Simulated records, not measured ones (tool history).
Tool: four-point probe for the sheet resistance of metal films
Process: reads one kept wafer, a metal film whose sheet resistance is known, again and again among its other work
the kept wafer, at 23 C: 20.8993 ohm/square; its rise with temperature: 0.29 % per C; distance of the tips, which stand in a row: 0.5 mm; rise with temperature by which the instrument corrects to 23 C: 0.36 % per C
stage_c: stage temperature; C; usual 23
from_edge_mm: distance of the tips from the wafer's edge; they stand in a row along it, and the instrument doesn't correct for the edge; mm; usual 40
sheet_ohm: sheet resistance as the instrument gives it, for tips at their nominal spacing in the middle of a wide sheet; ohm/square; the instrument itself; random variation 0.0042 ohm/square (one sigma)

run,hour,stage_c,from_edge_mm,sheet_ohm
1,0,23,40,20.881381
2,117.5,23,40,20.887272
3,224,23,40,20.876774
4,299.3,23,40,20.877048
5,415.6,24,40,20.858902
6,523,24,40,20.86108
7,602.1,24,40,20.865859
8,723.3,24,40,20.860083
9,782.2,24,40,20.860801
10,891.6,33,40,20.729185
11,944.9,33,40,20.728725
12,1062.7,33,40,20.734445
13,1155.5,33,40,20.72831
14,1221.4,23,28,20.867215
15,1320.4,23,40,20.871432
16,1379.4,29,40,20.777142
# hour 1401.6: stage's thermometer calibrated
17,1450.5,23,3,21.182551
18,1505.8,23,3,21.182142
19,1575.2,21,40,20.908212
20,1698.3,21,40,20.906598
21,1809.9,21,40,20.910304
# hour 1883.7: stage's thermometer calibrated, once more
22,1891.3,21,40,20.864309
23,1992.8,21,40,20.864619
24,2108.1,21,45,20.86553
25,2193.6,30,15,20.742547
26,2243.9,30,15,20.748072
27,2331.9,29,13,20.765559
28,2441.5,25,21,20.807028
29,2553.6,23,40,20.831023
30,2619.1,20,11,20.899481
31,2688.8,27,25,20.781524
32,2768.1,23,5,20.936099
33,2822.1,19,5,21.000719
34,2925.1,19,5,20.996822
35,2999.6,30,7,20.786136
36,3057.9,19,41,20.888
37,3140.1,34,24,20.675724
38,3245.7,29,46,20.736711
# hour 3300.1: new probe head fitted
39,3350.6,29,46,20.867194
40,3418.6,29,46,20.867423
41,3501.2,29,46,20.869538
42,3583.9,29,46,20.865356

The next listed run, before its measurement:
43,3664.6,32,7,?

sheet_ohm: 20.877532 ohm/square
Without the tool's hidden state the same run would have given sheet_ohm 20.826426 ohm/square.

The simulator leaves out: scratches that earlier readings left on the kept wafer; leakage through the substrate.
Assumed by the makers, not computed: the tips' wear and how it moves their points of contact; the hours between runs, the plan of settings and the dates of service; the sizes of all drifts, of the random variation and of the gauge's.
